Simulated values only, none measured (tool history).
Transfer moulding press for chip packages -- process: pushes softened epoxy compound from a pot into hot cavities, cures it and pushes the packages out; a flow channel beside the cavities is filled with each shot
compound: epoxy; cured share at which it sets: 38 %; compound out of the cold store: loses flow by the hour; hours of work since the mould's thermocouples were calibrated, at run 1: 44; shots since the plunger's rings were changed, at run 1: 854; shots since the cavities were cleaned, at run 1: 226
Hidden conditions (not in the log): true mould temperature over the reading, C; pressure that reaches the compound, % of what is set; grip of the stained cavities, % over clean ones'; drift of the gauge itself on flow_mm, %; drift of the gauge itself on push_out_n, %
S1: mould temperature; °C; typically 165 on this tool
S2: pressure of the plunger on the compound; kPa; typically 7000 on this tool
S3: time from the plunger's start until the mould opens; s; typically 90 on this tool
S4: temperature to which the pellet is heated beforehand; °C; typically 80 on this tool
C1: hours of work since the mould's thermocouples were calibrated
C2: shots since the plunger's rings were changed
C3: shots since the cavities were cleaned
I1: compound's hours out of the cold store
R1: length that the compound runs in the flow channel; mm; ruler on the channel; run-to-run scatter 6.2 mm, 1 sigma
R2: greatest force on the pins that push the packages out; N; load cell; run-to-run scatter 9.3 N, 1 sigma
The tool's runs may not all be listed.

| run | day | S1 | S2 | S3 | S4 | C1 | C2 | C3 | I1 | R1 | R2 |
|---|---|---|---|---|---|---|---|---|---|---|---|
| 1 | 0.000 | 165 | 7000 | 90 | 80 | 44 | 854 | 226 | 26.4 | 644 | 505 |
| 2 | 0.242 | 165 | 7000 | 90 | 80 | 48 | 932 | 304 | 18.7 | 662 | 547 |
| 3 | 0.625 | 165 | 7000 | 90 | 80 | 55 | 1056 | 428 | 24.1 | 646 | 593 |
| 4 | 0.954 | 165 | 7000 | 90 | 80 | 60 | 1161 | 533 | 20.3 | 662 | 632 |
| 5 | 1.192 | 166 | 7000 | 90 | 80 | 64 | 1237 | 609 | 13.5 | 668 | 650 |
| 6 | 1.488 | 166 | 7000 | 90 | 80 | 69 | 1333 | 705 | 47.0 | 611 | 625 |
| 7 | 1.733 | 166 | 7000 | 90 | 80 | 73 | 1412 | 784 | 17.2 | 656 | 663 |
| 8 | 2.142 | 166 | 7000 | 90 | 80 | 80 | 1544 | 916 | 42.4 | 606 | 646 |
|  | 2.233 | cavities cleaned with cleaning compound and waxed |
| 9 | 2.421 | 166 | 7000 | 90 | 80 | 84 | 1613 | 60 | 18.8 | 654 | 824 |
| 10 | 2.738 | 166 | 7000 | 90 | 80 | 89 | 1715 | 162 | 30.7 | 623 | 812 |
| 11 | 3.100 | 166 | 7000 | 90 | 80 | 95 | 1831 | 278 | 10.1 | 659 | 821 |
| 12 | 3.283 | 166 | 7000 | 90 | 80 | 98 | 1890 | 337 | 30.4 | 629 | 788 |
| 13 | 3.496 | 166 | 7000 | 90 | 80 | 102 | 1959 | 406 | 47.1 | 603 | 783 |
| 14 | 3.738 | 166 | 7000 | 90 | 80 | 106 | 2037 | 484 | 33.5 | 631 | 776 |
| 15 | 3.917 | 160 | 5450 | 93 | 79 | 109 | 2094 | 541 | 24.2 | 572 | 1013 |
| 16 | 4.238 | 170 | 5450 | 93 | 87 | 114 | 2197 | 644 | 44.8 | 528 | 667 |
|  | 4.638 | cavities cleaned with cleaning compound and waxed, once more |
| 17 | 4.638 | 170 | 8060 | 93 | 70 | 120 | 2306 | 0 | 9.1 | 706 | 344 |
| 18 | 4.850 | 165 | 6310 | 90 | 73 | 123 | 2374 | 68 | 27.7 | 598 | 461 |
| 19 | 5.092 | 165 | 7000 | 90 | 80 | 128 | 2452 | 146 | 27.2 | 631 | 472 |
| 20 | 5.492 | 165 | 7000 | 107 | 80 | 134 | 2581 | 275 | 29.9 | 634 | 461 |
| 21 | 5.700 | 165 | 7000 | 107 | 80 | 138 | 2648 | 342 | 44.4 | 599 | 463 |
| 22 | 5.912 | 171 | 5820 | 120 | 81 | 141 | 2716 | 410 | 8.1 | 598 | 484 |
| 23 | 6.225 | 160 | 7750 | 122 | 73 | 146 | 2816 | 510 | 26.9 | 670 | 548 |
| 24 | 6.421 | 169 | 7720 | 105 | 80 | 150 | 2880 | 574 | 20.4 | 655 | 528 |
| 25 | 6.625 | 169 | 7720 | 105 | 80 | 153 | 2946 | 640 | 19.6 | 658 | 540 |
| 26 | 7.042 | 169 | 7720 | 105 | 80 | 160 | 3079 | 773 | 44.2 | 609 | 555 |
| 27 | 7.212 | 162 | 7970 | 78 | 90 | 163 | 3135 | 829 | 37.8 | 667 | 1072 |
| 28 | 7.579 | 162 | 7970 | 78 | 90 | 169 | 3252 | 946 | 32.9 | 656 | 1093 |

5 ways to go on from here, each from the tool as it stands after run 28. What would each give?
|  | 7.754 | cavities cleaned with cleaning compound and waxed |
| A | 7.967 | 162 | 8590 | 71 | 89 | 175 | 3357 | 68 | 44.3 | ? | ? |
|  | 7.754 | cavities cleaned with cleaning compound and waxed |
| B | 7.967 | 157 | 7000 | 90 | 72 | 175 | 3357 | 68 | 10.4 | ? | ? |
|  | 7.754 | cavities cleaned with cleaning compound and waxed |
| C | 7.967 | 160 | 7000 | 90 | 80 | 175 | 3357 | 68 | 34.5 | ? | ? |
|  | 7.754 | cavities cleaned with cleaning compound and waxed |
| D | 7.967 | 158 | 7000 | 90 | 83 | 175 | 3357 | 68 | 26.0 | ? | ? |
|  | 7.754 | cavities cleaned with cleaning compound and waxed |
| E | 7.967 | 169 | 7000 | 78 | 80 | 175 | 3357 | 68 | 41.6 | ? | ? |

| run | R1 | R2 |
|---|---|---|
| A | 651 | 833 |
| B | 660 | 830 |
| C | 620 | 632 |
| D | 644 | 727 |
| E | 584 | 445 |
Without the tool's unlogged condition, the same runs would have read:
| run | R1 | R2 |
|---|---|---|
| A | 699 | 754 |
| B | 709 | 753 |
| C | 666 | 574 |
| D | 691 | 660 |
| E | 626 | 404 |
